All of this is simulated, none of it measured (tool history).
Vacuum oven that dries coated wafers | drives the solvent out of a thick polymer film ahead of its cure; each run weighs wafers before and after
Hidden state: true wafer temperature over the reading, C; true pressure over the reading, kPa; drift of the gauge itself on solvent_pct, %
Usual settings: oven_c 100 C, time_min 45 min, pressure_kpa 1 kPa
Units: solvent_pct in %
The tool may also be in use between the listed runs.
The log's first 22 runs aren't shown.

run,hour,oven_c,time_min,pressure_kpa,hours of work since the thermocouples were calibrated,hours of work since the vacuum gauge was cleaned of residue,solvent_pct
23,517,100,30,1,260,599,3.06
24,546.4,100,67,0.6,280,619,0.8
25,564.7,111,45,0.84,293,632,0.48
26,590.8,90,45,1.51,311,650,4.65
27,605.6,92,65,1,321,660,2.28
28,631.3,100,65,3.06,339,677,2.12
29,653.3,112,54,0.57,354,693,0.36
30,669.1,97,22,1.54,365,704,5.73
31,697.6,97,22,1.54,385,723,5.72
32,722.8,99,51,2.31,402,741,2.28
33,740.2,99,51,2.31,414,753,2.35
34,754,99,51,2.31,424,762,2.33
35,777.9,109,33,2.43,440,779,1.69
36,803.8,109,29,2.43,458,796,1.86
37,823.4,103,69,2.91,472,810,1.71
38,846.6,97,25,1.54,488,826,5.04
39,868,112,46,1.54,502,841,0.72
40,885.4,110,61,2.36,514,853,1.04
41,913.2,110,61,2.36,534,872,1.04
42,934.4,100,39,1.1,548,887,2.18
43,949.8,100,40,2.38,559,897,2.78
44,969.4,104,40,1.1,572,911,1.38
45,986.2,104,40,1.1,584,922,1.42
46,1009.5,104,40,1.1,600,938,1.46

Forecast each of these 3 alternatives for the next run:
A,1031.7,94,40,1.43,615,954,?
B,1031.7,98,36,1.09,615,954,?
C,1031.7,94,40,0.63,615,954,?

run,solvent_pct
A,3.86
B,3
C,3.37
Without the tool's hidden state the same runs would have given:
run,solvent_pct
A,3.7
B,2.85
C,3.21
